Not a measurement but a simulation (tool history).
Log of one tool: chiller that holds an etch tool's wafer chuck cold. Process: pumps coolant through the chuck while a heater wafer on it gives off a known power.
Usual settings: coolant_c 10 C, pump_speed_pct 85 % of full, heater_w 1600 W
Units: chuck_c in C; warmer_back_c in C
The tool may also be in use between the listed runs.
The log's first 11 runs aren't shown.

run	hour	coolant_c	pump_speed_pct	heater_w	chuck_c	warmer_back_c
12	323	10	85	1600	21.8	6.34
13	343.7	10	85	1600	21.8	6.43
14	377.5	10	85	1600	21.8	6.38
15	417.9	10	66	1600	24.4	8.3
16	454.2	10	85	1600	21.8	6.41
17	475.4	8	60	1600	23.5	9.23
18	508.4	11	85	1684	23.6	6.76
19	538.2	12	76	2311	30.5	10.36
20	575.5	5	79	1040	13.3	4.56
21	597.3	5	79	1040	13.4	4.48

Forecast run 22:
22	628.4	5	79	1295	?	?

Run 22 gave chuck_c 15.3 C, warmer_back_c 5.63 C.
Without the tool's hidden state the same run would have given chuck_c 14.6 C, warmer_back_c 5.49 C.
